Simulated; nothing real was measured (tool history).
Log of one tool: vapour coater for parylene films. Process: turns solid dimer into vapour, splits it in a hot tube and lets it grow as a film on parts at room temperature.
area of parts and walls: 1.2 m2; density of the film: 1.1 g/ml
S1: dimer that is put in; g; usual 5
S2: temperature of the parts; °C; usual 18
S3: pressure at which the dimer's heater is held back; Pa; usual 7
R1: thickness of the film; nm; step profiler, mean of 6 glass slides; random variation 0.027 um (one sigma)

| run | hour | S1 | S2 | S3 | R1 |
|---|---|---|---|---|---|
| 1 | 0 | 5 | 18 | 7 | 2100 |
|  | 25 | trap's valve overhauled |
| 2 | 39.1 | 5 | 18 | 7 | 2390 |
| 3 | 113.7 | 5 | 18 | 7 | 2300 |
| 4 | 157.3 | 5 | 18 | 7 | 2270 |
| 5 | 213.6 | 5 | 18 | 7 | 2240 |
| 6 | 290.7 | 5 | 18 | 7 | 2150 |
| 7 | 342.8 | 5 | 18 | 7 | 2100 |
| 8 | 376.4 | 5 | 18 | 8.95 | 1990 |
| 9 | 428.4 | 5 | 18 | 8.95 | 1980 |
|  | 476.5 | trap's valve overhauled |
| 10 | 481.6 | 5 | 18 | 8.95 | 2230 |
| 11 | 556.3 | 5 | 18 | 8.95 | 2190 |
| 12 | 602.1 | 5 | 26 | 7 | 1530 |
| 13 | 673.7 | 5 | 26 | 7 | 1520 |
| 14 | 741.9 | 5 | 14 | 7 | 2560 |
| 15 | 776.9 | 5 | 14 | 7 | 2520 |
| 16 | 818.4 | 5 | 14 | 7 | 2460 |
| 17 | 884.2 | 5 | 14 | 2.97 | 2680 |
|  | 928.9 | trap's valve overhauled |
| 18 | 960.9 | 5 | 11 | 2.44 | 3550 |
| 19 | 995.2 | 5 | 11 | 2.53 | 3560 |
| 20 | 1031.3 | 8 | 22 | 7.62 | 2980 |
| 21 | 1087.5 | 4 | 10 | 7 | 2540 |
| 22 | 1150.3 | 7 | 22 | 10.26 | 2460 |
| 23 | 1215 | 6 | 20 | 7 | 2350 |
| 24 | 1261.6 | 6 | 20 | 7 | 2270 |
| 25 | 1326.9 | 6 | 20 | 7 | 2210 |
| 26 | 1372.2 | 6 | 11 | 7 | 3280 |
|  | 1382.7 | trap's valve overhauled |
| 27 | 1417.7 | 6 | 10 | 3.79 | 4200 |
| 28 | 1479.9 | 6 | 10 | 3.79 | 4130 |
| 29 | 1530.5 | 6 | 10 | 3.79 | 4050 |
| 30 | 1575.8 | 6 | 22 | 3.79 | 2350 |
| 31 | 1652.1 | 5 | 23 | 7 | 1640 |
| 32 | 1730.5 | 5 | 10 | 2.48 | 3350 |
| 33 | 1775.5 | 8 | 18 | 6.09 | 3250 |
|  | 1840.2 | trap's valve overhauled |
| 34 | 1852.3 | 4 | 15 | 7 | 2080 |

Measured less the same run without the tool's hidden state. The same run-to-run variation is in both; the gauge's scatter may not be:
The hidden state here: vapour lost through the trap's worn valve, %; true temperature of the parts over the reading, C; drift of the gauge itself on film_um, %.
| run | R1 |
|---|---|
| 1 | -330 |
| 2 | -30 |
| 3 | -90 |
| 4 | -140 |
| 5 | -180 |
| 6 | -250 |
| 7 | -290 |
| 8 | -300 |
| 9 | -350 |
| 10 | -60 |
| 11 | -120 |
| 12 | -110 |
| 13 | -150 |
| 14 | -330 |
| 15 | -360 |
| 16 | -390 |
| 17 | -510 |
| 18 | -150 |
| 19 | -210 |
| 20 | -220 |
| 21 | -240 |
| 22 | -300 |
| 23 | -340 |
| 24 | -370 |
| 25 | -430 |
| 26 | -730 |
| 27 | -220 |
| 28 | -310 |
| 29 | -370 |
| 30 | -260 |
| 31 | -240 |
| 32 | -410 |
| 33 | -640 |
| 34 | -120 |

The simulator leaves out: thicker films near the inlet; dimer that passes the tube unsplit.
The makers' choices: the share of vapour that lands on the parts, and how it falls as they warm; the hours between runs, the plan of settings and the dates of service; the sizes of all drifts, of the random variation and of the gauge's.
